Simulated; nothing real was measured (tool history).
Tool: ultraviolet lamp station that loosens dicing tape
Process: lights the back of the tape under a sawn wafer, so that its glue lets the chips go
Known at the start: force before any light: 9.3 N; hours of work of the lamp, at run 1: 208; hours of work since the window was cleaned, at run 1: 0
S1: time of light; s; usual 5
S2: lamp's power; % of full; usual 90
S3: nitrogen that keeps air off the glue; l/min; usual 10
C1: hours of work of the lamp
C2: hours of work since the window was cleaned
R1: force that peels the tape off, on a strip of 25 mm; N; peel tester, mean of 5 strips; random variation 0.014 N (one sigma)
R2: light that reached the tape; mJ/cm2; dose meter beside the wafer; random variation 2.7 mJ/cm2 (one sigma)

{"run": 1, "hour": 0.0, "S1": 5, "S2": 90, "S3": 10, "C1": 208, "C2": 0, "R1": 0.756, "R2": 329}
{"run": 2, "hour": 21.3, "S1": 5, "S2": 90, "S3": 10, "C1": 219, "C2": 11, "R1": 0.766, "R2": 323}
{"run": 3, "hour": 38.1, "S1": 5, "S2": 90, "S3": 10, "C1": 228, "C2": 19, "R1": 0.777, "R2": 325}
{"run": 4, "hour": 58.4, "S1": 5, "S2": 90, "S3": 10, "C1": 238, "C2": 29, "R1": 0.755, "R2": 319}
{"run": 5, "hour": 81.4, "S1": 5, "S2": 90, "S3": 4, "C1": 249, "C2": 41, "R1": 1.534, "R2": 317}
{"run": 6, "hour": 96.8, "S1": 5, "S2": 90, "S3": 19, "C1": 257, "C2": 48, "R1": 0.511, "R2": 317}
{"run": 7, "hour": 112.3, "S1": 5, "S2": 66, "S3": 10, "C1": 265, "C2": 56, "R1": 1.572, "R2": 230}
{"run": 8, "hour": 135.7, "S1": 5, "S2": 90, "S3": 10, "C1": 276, "C2": 68, "R1": 0.837, "R2": 314}
{"run": 9, "hour": 157.0, "S1": 5, "S2": 90, "S3": 10, "C1": 287, "C2": 78, "R1": 0.857, "R2": 313}
{"run": 10, "hour": 180.2, "S1": 5, "S2": 90, "S3": 4, "C1": 299, "C2": 90, "R1": 1.641, "R2": 308}
{"run": 11, "hour": 204.0, "S1": 5, "S2": 90, "S3": 10, "C1": 310, "C2": 102, "R1": 0.921, "R2": 306}
{"run": 12, "hour": 214.9, "S1": 5, "S2": 90, "S3": 10, "C1": 316, "C2": 107, "R1": 0.876, "R2": 306}
{"run": 13, "hour": 236.6, "S1": 3, "S2": 90, "S3": 3, "C1": 327, "C2": 118, "R1": 3.578, "R2": 186}
{"run": 14, "hour": 247.3, "S1": 5, "S2": 73, "S3": 18, "C1": 332, "C2": 124, "R1": 0.984, "R2": 248}
{"run": 15, "hour": 267.3, "S1": 5, "S2": 73, "S3": 18, "C1": 342, "C2": 134, "R1": 1.017, "R2": 240}
{"run": 16, "hour": 291.4, "S1": 4, "S2": 71, "S3": 4, "C1": 354, "C2": 146, "R1": 3.248, "R2": 190}
{"run": 17, "hour": 314.1, "S1": 6, "S2": 92, "S3": 4, "C1": 365, "C2": 157, "R1": 1.214, "R2": 366}
{"run": 18, "hour": 331.6, "S1": 6, "S2": 91, "S3": 9, "C1": 374, "C2": 166, "R1": 0.664, "R2": 354}
{"run": 19, "hour": 357.7, "S1": 4, "S2": 72, "S3": 7, "C1": 387, "C2": 179, "R1": 2.592, "R2": 185}
{"run": 20, "hour": 381.8, "S1": 5, "S2": 90, "S3": 5, "C1": 399, "C2": 191, "R1": 1.613, "R2": 292}
{"run": 21, "hour": 402.3, "S1": 9, "S2": 61, "S3": 10, "C1": 410, "C2": 201, "R1": 0.626, "R2": 352}
{"run": 22, "hour": 427.7, "S1": 9, "S2": 61, "S3": 10, "C1": 422, "C2": 214, "R1": 0.638, "R2": 343}
{"run": 23, "hour": 445.5, "S1": 5, "S2": 64, "S3": 16, "C1": 431, "C2": 223, "R1": 1.519, "R2": 198}

4 ways to go on from here, each from the tool as it stands after run 23. What would each give?
{"run": "A", "hour": 461.9, "S1": 2, "S2": 77, "S3": 12, "C1": 439, "C2": 231, "R1": "?", "R2": "?"}
{"run": "B", "hour": 461.9, "S1": 6, "S2": 90, "S3": 5, "C1": 439, "C2": 231, "R1": "?", "R2": "?"}
{"run": "C", "hour": 461.9, "S1": 5, "S2": 85, "S3": 16, "C1": 439, "C2": 231, "R1": "?", "R2": "?"}
{"run": "D", "hour": 461.9, "S1": 5, "S2": 90, "S3": 14, "C1": 439, "C2": 231, "R1": "?", "R2": "?"}

run=A R1=4.226 R2=100
run=B R1=1.163 R2=337
run=C R1=0.879 R2=268
run=D R1=0.835 R2=283
Without the tool's hidden state the same runs would have given:
run=A R1=3.473 R2=123
run=B R1=0.720 R2=420
run=C R1=0.512 R2=333
run=D R1=0.483 R2=353

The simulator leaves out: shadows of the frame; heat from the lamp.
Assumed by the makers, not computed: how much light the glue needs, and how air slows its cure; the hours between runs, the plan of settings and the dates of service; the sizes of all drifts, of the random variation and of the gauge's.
